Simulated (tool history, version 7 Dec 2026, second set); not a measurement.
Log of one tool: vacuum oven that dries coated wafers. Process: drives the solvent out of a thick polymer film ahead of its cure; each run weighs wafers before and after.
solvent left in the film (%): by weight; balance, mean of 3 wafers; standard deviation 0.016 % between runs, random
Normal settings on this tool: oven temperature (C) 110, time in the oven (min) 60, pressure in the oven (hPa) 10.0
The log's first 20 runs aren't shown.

run	hour	oven temperature (C)	time in the oven (min)	pressure in the oven (hPa)	hours of work since the thermocouples were calibrated	hours of work since the vacuum gauge was cleaned of residue	solvent left in the film (%)
21	476.3	110	60	14.5	357	223	0.91
22	508.6	115	60	14.5	371	237	0.45
23	541.3	119	60	10.0	385	251	0.25
24	555.0	113	87	8.4	391	257	0.26
25	585.2	113	87	8.4	404	270	0.23
26	598.8	113	42	7.0	410	276	1.13
27	626.1	116	38	5.6	421	288	0.86
28	640.7	100	47	10.0	428	294	4.25
29	662.9	100	50	16.4	437	303	4.13
30	682.0	100	50	16.4	445	312	4.10
31	714.5	98	30	22.7	459	326	8.20
32	733.1	100	58	7.8	467	334	3.07
33	758.7	112	47	7.8	478	345	0.99
34	786.7	113	63	10.9	490	357	0.47
35	817.6	117	52	6.4	504	370	0.29
36	838.4	117	52	6.4	512	379	0.32
37	858.0	113	51	22.4	521	387	1.00
38	872.9	100	103	17.1	527	394	1.27
39	900.8	100	38	6.1	539	406	5.44
40	916.4	100	98	6.1	546	412	1.02
41	932.6	110	48	10.0	553	419	1.32

For run 42, what comes out?
42	953.2	110	48	10.0	562	428	?

Run 42 came out at solvent left in the film (%) 1.34.
With no hidden state in the tool, this same run would have given solvent left in the film (%) 1.44.
